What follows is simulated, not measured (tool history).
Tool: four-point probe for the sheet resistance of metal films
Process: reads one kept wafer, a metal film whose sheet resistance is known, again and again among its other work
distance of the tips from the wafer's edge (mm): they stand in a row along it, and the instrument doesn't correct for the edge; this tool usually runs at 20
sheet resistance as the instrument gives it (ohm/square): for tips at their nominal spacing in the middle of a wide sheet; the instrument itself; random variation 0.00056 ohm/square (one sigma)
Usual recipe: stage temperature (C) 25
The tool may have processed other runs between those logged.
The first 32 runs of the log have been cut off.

run,hour,stage temperature (C),distance of the tips from the wafer's edge (mm),touches since the probe head was changed,hours of work since the stage's thermometer was calibrated,sheet resistance as the instrument gives it (ohm/square)
33,509.3,21,3,19395,534,3.017801
34,531.5,21,3,20190,546,3.016739
35,548.1,21,3,20786,555,3.016628
36,558.7,21,3,21169,561,3.015814
37,568.6,19,40,21524,566,2.774254
38,577.7,22,5,21851,571,2.868185
39,596.7,30,7,22533,581,2.830436
40,608.8,32,15,22970,588,2.794923
41,623.8,18,4,23509,596,2.913370
42,643.5,18,4,24218,607,2.913599
43,653.8,18,4,24585,612,2.913336
44,665.5,26,8,25006,619,2.815617

4 ways to go on from here, each from the tool as it stands after run 44. What would each give?
A,679.0,29,20,25493,626,?
B,679.0,21,43,25493,626,?
C,679.0,25,18,25493,626,?
D,679.0,23,18,25493,626,?

run,sheet resistance as the instrument gives it (ohm/square)
A,2.787109
B,2.776336
C,2.785149
D,2.781980
Had the tool no hidden state, the same runs would have come out as:
run,sheet resistance as the instrument gives it (ohm/square)
A,2.785262
B,2.774562
C,2.783336
D,2.780186
